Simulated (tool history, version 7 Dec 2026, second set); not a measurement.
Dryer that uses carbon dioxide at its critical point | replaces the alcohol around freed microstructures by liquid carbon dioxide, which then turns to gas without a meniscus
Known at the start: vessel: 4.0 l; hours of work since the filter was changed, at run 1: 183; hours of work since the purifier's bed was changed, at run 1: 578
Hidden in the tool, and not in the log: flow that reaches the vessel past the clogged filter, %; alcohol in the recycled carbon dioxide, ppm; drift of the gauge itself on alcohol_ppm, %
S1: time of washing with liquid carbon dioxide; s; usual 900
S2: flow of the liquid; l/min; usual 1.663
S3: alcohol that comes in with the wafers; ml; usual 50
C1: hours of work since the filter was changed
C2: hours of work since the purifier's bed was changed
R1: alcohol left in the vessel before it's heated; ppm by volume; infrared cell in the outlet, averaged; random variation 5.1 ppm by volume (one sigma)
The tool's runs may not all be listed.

Run 1, day 0.000: usual settings; C1 183; C2 578. Result: R1 113 ppm by volume.
Run 2, day 1.612: usual settings; C1 202; C2 597. Result: R1 123 ppm by volume.
Run 3, day 2.767: usual settings; C1 215; C2 610. Result: R1 123 ppm by volume.
Run 4, day 4.712: usual settings; C1 238; C2 633. Result: R1 129 ppm by volume.
Run 5, day 6.417: usual settings; C1 258; C2 653. Result: R1 119 ppm by volume.
Run 6, day 8.088: usual settings; C1 277; C2 672. Result: R1 134 ppm by volume.
Run 7, day 9.696: usual settings; C1 296; C2 691. Result: R1 129 ppm by volume.
Run 8, day 11.512: usual settings but S1 660 s; C1 317; C2 712. Result: R1 368 ppm by volume.
Run 9, day 12.917: usual settings but S1 780 s; C1 334; C2 729. Result: R1 221 ppm by volume.
Run 10, day 14.942: usual settings but S1 780 s; C1 358; C2 752. Result: R1 223 ppm by volume.
Run 11, day 17.092: usual settings but S1 780 s; C1 383; C2 778. Result: R1 238 ppm by volume.
Run 12, day 19.150: usual settings but S1 780 s; C1 407; C2 802. Result: R1 238 ppm by volume.

The next listed run, before its measurement:
Run 13, day 20.850: usual settings but S2 2.150 l/min; C1 427; C2 821. Result: R1 ?.

R1: 78 ppm by volume
Without the tool's hidden state the same run would have given R1 22 ppm by volume.

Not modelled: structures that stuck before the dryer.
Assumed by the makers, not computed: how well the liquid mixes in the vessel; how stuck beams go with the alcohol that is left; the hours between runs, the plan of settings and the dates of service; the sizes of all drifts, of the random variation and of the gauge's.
